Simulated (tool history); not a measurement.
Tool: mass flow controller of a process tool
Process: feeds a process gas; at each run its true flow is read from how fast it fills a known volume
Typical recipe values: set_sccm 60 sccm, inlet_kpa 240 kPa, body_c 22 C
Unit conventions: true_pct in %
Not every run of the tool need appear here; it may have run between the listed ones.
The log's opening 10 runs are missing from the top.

run	day	set_sccm	inlet_kpa	body_c	hours of work since the controller was set to zero	hours of work since the controller was changed	true_pct
11	22.662	60	210	22	2548	2548	98.29
12	25.508	60	210	22	2602	2602	98.39
13	27.358	60	210	22	2637	2637	98.48
14	30.446	30	240	22	2695	2695	97.00
15	33.500	60	240	22	2753	2753	98.51
16	36.783	54	240	22	2815	2815	98.25
17	39.833	54	240	22	2872	2872	98.08
18	41.183	54	240	22	2898	2898	98.25
19	44.179	60	233	22	2954	2954	98.54
20	45.783	60	161	22	2985	2985	98.37
21	47.242	60	161	22	3012	3012	98.43
22	50.033	60	161	22	3065	3065	98.35
23	52.054	60	161	22	3103	3103	98.52
24	53.458	163	147	22	3130	3130	100.34
25	56.350	60	147	25	3184	3184	98.63
26	59.662	60	147	24	3247	3247	98.52
27	62.742	60	147	24	3305	3305	98.52
28	64.979	60	147	24	3347	3347	98.47
29	66.312	53	277	20	3372	3372	98.13
30	69.262	53	277	20	3428	3428	98.17
31	71.112	53	244	29	3463	3463	98.76
32	72.775	42	240	22	3494	3494	97.75
33	74.517	42	240	21	3527	3527	97.67

Expected results for the next run?
34	76.038	54	194	35	3556	3556	?

{"run 34": {"true_pct": 98.99}}
Were there no unlogged condition in the tool, this run, its random variation unchanged, would have produced true_pct 98.81 %.
